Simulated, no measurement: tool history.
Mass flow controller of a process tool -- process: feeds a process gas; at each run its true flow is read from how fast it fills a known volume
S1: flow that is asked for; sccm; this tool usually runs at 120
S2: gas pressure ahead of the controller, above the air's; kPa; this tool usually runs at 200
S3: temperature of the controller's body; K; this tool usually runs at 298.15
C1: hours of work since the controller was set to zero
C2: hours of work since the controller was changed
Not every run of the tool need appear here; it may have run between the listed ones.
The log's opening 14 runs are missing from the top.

run 15 hour=1602.6 | S1=120 S2=200 S3=298.15 | C1=5001 C2=5001 | true_flow_(%)=98.94
run 16 hour=1690.9 | S1=168 S2=200 S3=298.15 | C1=5060 C2=5060 | true_flow_(%)=99.05
run 17 hour=1778.6 | S1=132 S2=200 S3=297.15 | C1=5118 C2=5118 | true_flow_(%)=98.98
run 18 hour=1863.4 | S1=120 S2=200 S3=299.15 | C1=5175 C2=5175 | true_flow_(%)=98.65
run 19 hour=1990.7 | S1=54 S2=145 S3=297.15 | C1=5260 C2=5260 | true_flow_(%)=98.62
run 20 hour=2114.3 | S1=54 S2=145 S3=310.15 | C1=5342 C2=5342 | true_flow_(%)=97.84
run 21 hour=2218.5 | S1=52 S2=192 S3=309.15 | C1=5411 C2=5411 | true_flow_(%)=97.48
run 22 hour=2339.4 | S1=83 S2=192 S3=296.15 | C1=5492 C2=5492 | true_flow_(%)=98.58
run 23 hour=2481.8 | S1=52 S2=192 S3=296.15 | C1=5587 C2=5587 | true_flow_(%)=98.23
run 24 hour=2554.5 | S1=154 S2=192 S3=299.15 | C1=5635 C2=5635 | true_flow_(%)=98.78
run 25 hour=2662.0 | S1=129 S2=165 S3=297.15 | C1=5707 C2=5707 | true_flow_(%)=98.76
run 26 hour=2794.3 | S1=55 S2=238 S3=303.15 | C1=5795 C2=5795 | true_flow_(%)=97.53
run 27 hour=2921.6 | S1=27 S2=231 S3=300.15 | C1=5880 C2=5880 | true_flow_(%)=97.42
run 28 hour=3019.3 | S1=98 S2=227 S3=302.15 | C1=5945 C2=5945 | true_flow_(%)=97.89
run 29 hour=3118.6 | S1=32 S2=227 S3=307.15 | C1=6011 C2=6011 | true_flow_(%)=97.03
run 30 hour=3272.2 | S1=32 S2=227 S3=307.15 | C1=6113 C2=6113 | true_flow_(%)=97.00

Forecast each of these 4 alternatives for the next run:
run A hour=3336.6 | S1=120 S2=204 S3=298.15 | C1=6156 C2=6156 | true_flow_(%)=?
run B hour=3336.6 | S1=112 S2=162 S3=312.15 | C1=6156 C2=6156 | true_flow_(%)=?
run C hour=3336.6 | S1=98 S2=194 S3=294.15 | C1=6156 C2=6156 | true_flow_(%)=?
run D hour=3336.6 | S1=162 S2=227 S3=304.15 | C1=6156 C2=6156 | true_flow_(%)=?

run=A true_flow_(%)=98.24
run=B true_flow_(%)=97.59
run=C true_flow_(%)=98.44
run=D true_flow_(%)=98.01
Without the tool's hidden state the same runs would have given:
run=A true_flow_(%)=99.53
run=B true_flow_(%)=98.87
run=C true_flow_(%)=99.73
run=D true_flow_(%)=99.30
